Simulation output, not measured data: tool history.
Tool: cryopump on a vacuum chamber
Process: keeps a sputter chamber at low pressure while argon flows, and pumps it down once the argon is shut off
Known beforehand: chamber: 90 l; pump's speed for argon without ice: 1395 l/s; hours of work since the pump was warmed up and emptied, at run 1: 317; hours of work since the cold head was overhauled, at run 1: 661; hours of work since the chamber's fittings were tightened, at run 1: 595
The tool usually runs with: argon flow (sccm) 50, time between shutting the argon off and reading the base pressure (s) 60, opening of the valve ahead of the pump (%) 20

| run | hour | argon flow (sccm) | time between shutting the argon off and reading the base pressure (s) | opening of the valve ahead of the pump (%) | hours of work since the pump was warmed up and emptied | hours of work since the cold head was overhauled | hours of work since the chamber's fittings were tightened | pressure while argon flows (Pa) | pressure after the wait (uPa) |
|---|---|---|---|---|---|---|---|---|---|
| 1 | 0 | 50 | 60 | 20 | 317 | 661 | 595 | 0.3145 | 2.35 |
|  | 8.1 | pump warmed up, emptied and cooled again |
| 2 | 36.5 | 50 | 168 | 20 | 20 | 683 | 617 | 0.305 | 1.18 |
| 3 | 63.9 | 50 | 60 | 20 | 39 | 702 | 636 | 0.3051 | 2.22 |
| 4 | 98.7 | 50 | 60 | 20 | 63 | 726 | 661 | 0.3061 | 2.27 |
| 5 | 147 | 50 | 60 | 20 | 97 | 760 | 695 | 0.3074 | 2.34 |
| 6 | 193.7 | 42 | 60 | 20 | 130 | 793 | 727 | 0.2563 | 2.35 |
| 7 | 216.3 | 42 | 60 | 20 | 146 | 809 | 743 | 0.2579 | 2.35 |
| 8 | 252.8 | 42 | 60 | 20 | 171 | 834 | 769 | 0.261 | 2.42 |
| 9 | 277.6 | 50 | 60 | 20 | 189 | 852 | 786 | 0.3082 | 2.35 |
| 10 | 302.5 | 50 | 60 | 20 | 206 | 869 | 804 | 0.3086 | 2.49 |
| 11 | 339.5 | 50 | 60 | 20 | 232 | 895 | 829 | 0.3127 | 2.49 |
| 12 | 379.8 | 31 | 60 | 20 | 260 | 923 | 858 | 0.1951 | 2.48 |
| 13 | 423.1 | 31 | 60 | 20 | 291 | 954 | 888 | 0.1943 | 2.58 |
| 14 | 444.4 | 31 | 60 | 20 | 306 | 969 | 903 | 0.1958 | 2.63 |
|  | 469.2 | pump warmed up, emptied and cooled again |
| 15 | 492.1 | 50 | 60 | 20 | 16 | 998 | 933 | 0.3046 | 2.39 |
| 16 | 522.5 | 46 | 60 | 20 | 37 | 1020 | 954 | 0.2819 | 2.37 |
| 17 | 570.5 | 46 | 60 | 20 | 71 | 1053 | 988 | 0.2829 | 2.54 |
| 18 | 599.2 | 23 | 47 | 16 | 91 | 1074 | 1008 | 0.1763 | 3.02 |
| 19 | 620.1 | 23 | 47 | 16 | 106 | 1088 | 1023 | 0.1764 | 3.01 |
| 20 | 661.5 | 23 | 47 | 16 | 135 | 1117 | 1052 | 0.1788 | 3.04 |
|  | 681.7 | leaking fittings of the chamber tightened, without venting |
| 21 | 692.9 | 31 | 163 | 17 | 155 | 1138 | 8 | 0.2249 | 0.89 |
| 22 | 716.8 | 31 | 163 | 17 | 172 | 1155 | 25 | 0.2232 | 0.91 |
| 23 | 764.3 | 26 | 163 | 48 | 205 | 1188 | 58 | 0.0703 | 0.94 |
| 24 | 794.5 | 68 | 33 | 20 | 227 | 1209 | 79 | 0.4227 | 3.28 |
| 25 | 845.4 | 68 | 33 | 20 | 262 | 1245 | 115 | 0.4264 | 3.32 |
| 26 | 885.4 | 68 | 33 | 20 | 290 | 1273 | 143 | 0.4268 | 3.3 |
| 27 | 912.5 | 35 | 220 | 55 | 309 | 1292 | 162 | 0.0859 | 0.88 |
|  | 932.5 | pump warmed up, emptied and cooled again |
| 28 | 963.4 | 50 | 193 | 28 | 22 | 1324 | 194 | 0.2174 | 0.9 |
| 29 | 987 | 97 | 85 | 15 | 38 | 1340 | 210 | 0.7816 | 1.55 |
| 30 | 1018.8 | 22 | 34 | 15 | 60 | 1363 | 233 | 0.1786 | 3.32 |
| 31 | 1057 | 22 | 28 | 15 | 87 | 1389 | 259 | 0.1792 | 3.87 |
| 32 | 1107.5 | 22 | 34 | 15 | 123 | 1425 | 295 | 0.181 | 3.3 |
| 33 | 1134 | 22 | 34 | 15 | 141 | 1443 | 313 | 0.18 | 3.32 |
| 34 | 1177.7 | 22 | 34 | 15 | 172 | 1474 | 344 | 0.1806 | 3.34 |

Predict each of these 3 candidate next runs independently; none follows another, all start after run 34:
| A | 1226.1 | 28 | 60 | 20 | 206 | 1508 | 378 | ? | ? |
| B | 1226.1 | 22 | 34 | 36 | 206 | 1508 | 378 | ? | ? |
| C | 1226.1 | 28 | 26 | 42 | 206 | 1508 | 378 | ? | ? |

| run | pressure while argon flows (Pa) | pressure after the wait (uPa) |
|---|---|---|
| A | 0.1741 | 2.15 |
| B | 0.0786 | 3.37 |
| C | 0.0862 | 4.21 |
Had the tool no hidden state, the same runs would have come out as:
| run | pressure while argon flows (Pa) | pressure after the wait (uPa) |
|---|---|---|
| A | 0.1696 | 1.8 |
| B | 0.0751 | 3.01 |
| C | 0.0817 | 3.85 |
